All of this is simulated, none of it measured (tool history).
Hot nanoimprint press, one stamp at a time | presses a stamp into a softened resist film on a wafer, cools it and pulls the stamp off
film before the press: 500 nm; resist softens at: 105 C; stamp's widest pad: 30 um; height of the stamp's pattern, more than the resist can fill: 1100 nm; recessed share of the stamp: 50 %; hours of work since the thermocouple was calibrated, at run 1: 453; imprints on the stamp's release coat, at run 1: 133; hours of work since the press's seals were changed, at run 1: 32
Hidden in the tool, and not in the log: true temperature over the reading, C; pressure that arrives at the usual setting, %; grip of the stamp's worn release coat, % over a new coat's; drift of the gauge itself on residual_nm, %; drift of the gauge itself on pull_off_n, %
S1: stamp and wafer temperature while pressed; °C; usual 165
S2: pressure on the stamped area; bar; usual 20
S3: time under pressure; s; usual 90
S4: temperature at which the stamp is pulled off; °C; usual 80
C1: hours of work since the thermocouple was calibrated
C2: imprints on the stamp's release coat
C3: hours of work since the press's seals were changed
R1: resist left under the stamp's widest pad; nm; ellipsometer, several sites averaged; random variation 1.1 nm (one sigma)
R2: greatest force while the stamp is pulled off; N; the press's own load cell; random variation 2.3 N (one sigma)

run,hour,S1,S2,S3,S4,C1,C2,C3,R1,R2
1,0,165,20,90,80,453,133,32,222,243
2,15.4,165,20,90,80,460,161,38,224.3,242
3,22.7,156,20,90,80,463,174,42,363.4,239
4,35.1,165,20,90,80,468,196,47,225.4,239
5,42.6,165,20,90,80,471,210,50,224.7,243
6,55,165,20,90,80,477,232,55,221.3,242
7,65.9,162,20,90,80,481,251,60,268.6,234
8,74.7,165,20,49,80,485,267,64,275.2,241
# hour 82.3: plate thermocouple calibrated
9,87.7,165,20,76,80,2,285,68,235.2,238
10,97.7,165,13.1,90,80,7,303,72,271.2,239
11,109.3,165,20,54,80,12,323,77,263.8,238
12,122.4,165,20,46,80,17,347,83,277.9,236
13,138.6,165,20,59,80,24,376,90,255.8,238
14,152.7,165,20,59,80,30,401,96,257,238
15,161.4,165,20,59,80,34,417,100,255,239
16,170.9,170,14.3,79,66,38,434,104,206.9,304
17,184.7,170,14.3,79,66,44,458,110,206.1,300
18,200.2,165,20,102,76,51,486,116,210.5,253
19,208.1,163,20,162,80,54,500,120,200.5,241
20,220,165,27.5,90,79,59,522,125,187.8,243
21,233.8,165,27.5,90,79,65,546,131,187.6,244
22,241.4,155,27.5,69,79,68,560,134,358.6,241
23,257.1,155,27.5,69,79,75,588,141,355.7,248
24,268.6,165,20,152,87,80,609,146,181.2,212
25,277,171,20,51,80,83,623,149,190.2,234
26,288.4,158,15.5,90,79,88,644,154,353.7,246
27,295.4,164,17.7,166,67,91,656,157,201.7,302
28,311.9,164,17.7,98,79,98,686,164,237.6,245
29,319.3,165,20,90,85,102,699,167,218,217
30,333.1,173,20,90,80,107,724,173,135.6,240

Forecast each of these 4 alternatives for the next run:
A,342.5,175,20,90,71,111,741,177,?,?
B,342.5,165,24.9,81,88,111,741,177,?,?
C,342.5,165,20,64,80,111,741,177,?,?
D,342.5,163,20,90,74,111,741,177,?,?

run,R1,R2
A,120.3,285
B,201.8,206
C,246.7,238
D,244.4,269
Without the tool's hidden state the same runs would have given:
run,R1,R2
A,123.3,284
B,206.7,205
C,252.8,237
D,250.4,268
